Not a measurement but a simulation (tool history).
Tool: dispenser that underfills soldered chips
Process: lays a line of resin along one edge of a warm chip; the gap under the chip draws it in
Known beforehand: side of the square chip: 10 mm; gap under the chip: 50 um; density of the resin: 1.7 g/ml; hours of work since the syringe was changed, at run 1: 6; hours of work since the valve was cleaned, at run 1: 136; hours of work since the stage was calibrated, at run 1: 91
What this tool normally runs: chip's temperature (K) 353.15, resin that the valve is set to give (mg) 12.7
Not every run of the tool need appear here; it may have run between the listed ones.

| run | day | chip's temperature (K) | resin that the valve is set to give (mg) | hours of work since the syringe was changed | hours of work since the valve was cleaned | hours of work since the stage was calibrated | time until the resin shows at the far edge (s) | resin that the valve gave (mg) |
|---|---|---|---|---|---|---|---|---|
| 1 | 0.000 | 353.15 | 12.7 | 6 | 136 | 91 | 179.8 | 11.64 |
|  | 0.088 | new syringe of resin |
| 2 | 0.196 | 353.15 | 12.7 | 2 | 138 | 94 | 124.2 | 11.59 |
| 3 | 0.308 | 353.15 | 12.7 | 3 | 140 | 95 | 141.7 | 11.58 |
|  | 0.379 | dispensing valve cleaned and set on the balance |
| 4 | 0.567 | 358.15 | 12.7 | 7 | 3 | 99 | 158.5 | 12.72 |
|  | 0.612 | new syringe of resin |
| 5 | 0.696 | 358.15 | 12.7 | 1 | 5 | 101 | 97.6 | 12.78 |
| 6 | 0.967 | 358.15 | 12.7 | 5 | 9 | 105 | 139.2 | 12.67 |
|  | 1.092 | new syringe of resin |
| 7 | 1.104 | 353.15 | 12.8 | 0 | 11 | 107 | 103.8 | 12.68 |
| 8 | 1.317 | 353.15 | 12.8 | 3 | 14 | 110 | 139.3 | 12.77 |
| 9 | 1.517 | 345.15 | 13.2 | 7 | 17 | 113 | 243.8 | 13.02 |
|  | 1.571 | new syringe of resin |
| 10 | 1.696 | 338.15 | 16.3 | 2 | 20 | 116 | 208.8 | 16.14 |
| 11 | 1.821 | 349.15 | 12.7 | 4 | 22 | 118 | 165.4 | 12.48 |
| 12 | 1.975 | 353.15 | 13.9 | 6 | 24 | 120 | 179.8 | 13.73 |
|  | 2.050 | new syringe of resin |
| 13 | 2.096 | 359.15 | 15.2 | 1 | 26 | 122 | 88.2 | 15.10 |
| 14 | 2.246 | 355.15 | 16.3 | 3 | 28 | 124 | 123.6 | 16.08 |
| 15 | 2.383 | 356.15 | 14.3 | 5 | 30 | 126 | 141.8 | 14.04 |
|  | 2.525 | new syringe of resin |
| 16 | 2.646 | 344.15 | 12.7 | 2 | 34 | 130 | 171.1 | 12.42 |

The logged runs with the hidden state left out (each run's random variation unchanged):
The tool's hidden condition here consists of: resin's viscosity, % of fresh resin's; dose that the valve gives, % of what is set; true chip temperature over the reading, C; drift of the gauge itself on fill_s, %; drift of the gauge itself on given_mg, %.
| run | time until the resin shows at the far edge (s) | resin that the valve gave (mg) |
|---|---|---|
| 1 | 106.2 | 12.77 |
| 2 | 107.0 | 12.75 |
| 3 | 105.2 | 12.75 |
| 4 | 89.4 | 12.71 |
| 5 | 89.2 | 12.79 |
| 6 | 88.7 | 12.71 |
| 7 | 105.1 | 12.74 |
| 8 | 106.2 | 12.85 |
| 9 | 142.3 | 13.13 |
| 10 | 182.9 | 16.31 |
| 11 | 121.8 | 12.63 |
| 12 | 107.9 | 13.91 |
| 13 | 85.2 | 15.32 |
| 14 | 97.7 | 16.34 |
| 15 | 93.3 | 14.29 |
| 16 | 149.0 | 12.67 |
